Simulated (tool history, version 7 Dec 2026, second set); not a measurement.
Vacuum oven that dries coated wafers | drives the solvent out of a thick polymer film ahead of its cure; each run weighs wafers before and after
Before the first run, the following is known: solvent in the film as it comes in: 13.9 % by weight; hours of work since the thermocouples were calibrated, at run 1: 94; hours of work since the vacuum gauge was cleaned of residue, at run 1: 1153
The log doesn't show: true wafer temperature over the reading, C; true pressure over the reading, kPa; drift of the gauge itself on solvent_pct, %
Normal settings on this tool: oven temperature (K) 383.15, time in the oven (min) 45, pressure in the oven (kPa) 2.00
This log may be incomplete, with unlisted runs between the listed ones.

run,hour,oven temperature (K),time in the oven (min),pressure in the oven (kPa),hours of work since the thermocouples were calibrated,hours of work since the vacuum gauge was cleaned of residue,solvent left in the film (%)
1,0.0,383.15,45,2.00,94,1153,1.64
2,118.9,383.15,45,2.00,150,1208,1.60
3,189.6,383.15,45,2.00,183,1241,1.59
4,283.1,383.15,45,2.00,227,1285,1.68
5,388.7,383.15,45,2.00,277,1335,1.74
6,503.2,383.15,45,7.30,330,1389,3.23
7,569.6,383.15,45,7.30,362,1420,3.26
8,685.4,383.15,45,7.30,416,1474,3.29
9,765.8,383.15,45,7.30,454,1512,3.37
10,852.7,383.15,45,2.00,494,1552,1.78
11,970.2,383.15,45,2.00,549,1607,1.83
12,1024.7,390.15,45,2.00,575,1633,0.87
13,1115.7,380.15,45,2.00,618,1676,2.42
14,1187.7,395.15,23,4.72,651,1709,1.84
15,1249.3,371.15,45,2.00,680,1738,5.00
16,1354.6,374.15,25,2.56,730,1788,6.41
17,1418.3,374.15,45,2.00,759,1818,4.19
18,1520.3,371.15,40,2.00,807,1865,5.68
19,1646.1,371.15,40,2.00,866,1924,5.54

4 options for the next run, each taken on its own from the tool as it stands now. Forecast them:
A,1747.6,371.15,40,6.29,914,1972,?
B,1747.6,389.15,60,2.00,914,1972,?
C,1747.6,383.15,45,3.16,914,1972,?
D,1747.6,377.15,24,2.00,914,1972,?

run,solvent left in the film (%)
A,7.07
B,0.86
C,2.35
D,5.64
Take away the tool's hidden state, keep each run's random variation, and the runs would have read:
run,solvent left in the film (%)
A,6.28
B,0.59
C,1.81
D,4.95

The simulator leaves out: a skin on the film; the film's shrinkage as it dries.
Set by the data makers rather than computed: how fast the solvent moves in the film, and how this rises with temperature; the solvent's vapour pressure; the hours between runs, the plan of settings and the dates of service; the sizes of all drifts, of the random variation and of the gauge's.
